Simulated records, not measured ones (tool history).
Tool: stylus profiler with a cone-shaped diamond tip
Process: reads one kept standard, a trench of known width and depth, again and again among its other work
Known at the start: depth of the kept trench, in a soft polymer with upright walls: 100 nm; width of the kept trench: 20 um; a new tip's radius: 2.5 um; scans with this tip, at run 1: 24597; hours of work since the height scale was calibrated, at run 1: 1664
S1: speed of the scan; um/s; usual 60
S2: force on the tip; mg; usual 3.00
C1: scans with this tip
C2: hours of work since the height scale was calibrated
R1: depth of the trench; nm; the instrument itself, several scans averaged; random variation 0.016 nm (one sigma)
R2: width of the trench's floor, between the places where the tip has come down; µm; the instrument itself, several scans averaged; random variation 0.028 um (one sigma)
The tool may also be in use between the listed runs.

Run 1, hour 0.0: usual settings; C1 24597; C2 1664. Result: R1 100.72 nm, R2 18.27 µm.
Run 2, hour 37.3: usual settings; C1 24902; C2 1685. Result: R1 100.73 nm, R2 18.29 µm.
Run 3, hour 77.6: usual settings; C1 25233; C2 1707. Result: R1 100.76 nm, R2 18.28 µm.
Run 4, hour 153.4: usual settings but S1 34 um/s; C1 25853; C2 1749. Result: R1 100.75 nm, R2 18.45 µm.
Run 5, hour 188.1: usual settings but S1 34 um/s; C1 26137; C2 1768. Result: R1 100.73 nm, R2 18.41 µm.
Run 6, hour 266.4: usual settings but S1 34 um/s; C1 26778; C2 1812. Result: R1 100.73 nm, R2 18.45 µm.
Run 7, hour 302.7: usual settings but S1 99 um/s, S2 2.97 mg; C1 27075; C2 1832. Result: R1 100.73 nm, R2 18.16 µm.
Run 8, hour 365.0: usual settings but S1 29 um/s, S2 6.73 mg; C1 27585; C2 1866. Result: R1 101.30 nm, R2 18.48 µm.
Run 9, hour 414.3: usual settings but S1 19 um/s, S2 1.88 mg; C1 27989; C2 1893. Result: R1 100.55 nm, R2 18.42 µm.
Run 10, hour 491.6: usual settings but S2 1.44 mg; C1 28621; C2 1936. Result: R1 100.44 nm, R2 18.21 µm.
Run 11, hour 530.9: usual settings but S1 23 um/s, S2 1.26 mg; C1 28943; C2 1958. Result: R1 100.41 nm, R2 18.42 µm.
Run 12, hour 584.8: usual settings but S1 23 um/s, S2 3.21 mg; C1 29384; C2 1988. Result: R1 100.76 nm, R2 18.47 µm.

4 ways to go on from here, each from the tool as it stands after run 12. What would each give?
At hour 590.1: height scale calibrated on a step standard.
Run A, hour 636.0: usual settings but S1 39 um/s, S2 2.61 mg; C1 29800; C2 25. Result: R1 ?, R2 ?.
At hour 590.1: height scale calibrated on a step standard.
Run B, hour 636.0: usual settings but S1 34 um/s, S2 2.95 mg; C1 29800; C2 25. Result: R1 ?, R2 ?.
At hour 590.1: height scale calibrated on a step standard.
Run C, hour 636.0: usual settings but S1 28 um/s, S2 3.21 mg; C1 29800; C2 25. Result: R1 ?, R2 ?.
At hour 590.1: height scale calibrated on a step standard.
Run D, hour 636.0: usual settings but S2 1.77 mg; C1 29800; C2 25. Result: R1 ?, R2 ?.

run      R1     R2
  A  100.71  18.38
  B  100.73  18.42
  C  100.83  18.49
  D  100.53  18.23
Without the tool's hidden state the same runs would have given:
run      R1     R2
  A  100.71  18.40
  B  100.73  18.44
  C  100.83  18.51
  D  100.53  18.26

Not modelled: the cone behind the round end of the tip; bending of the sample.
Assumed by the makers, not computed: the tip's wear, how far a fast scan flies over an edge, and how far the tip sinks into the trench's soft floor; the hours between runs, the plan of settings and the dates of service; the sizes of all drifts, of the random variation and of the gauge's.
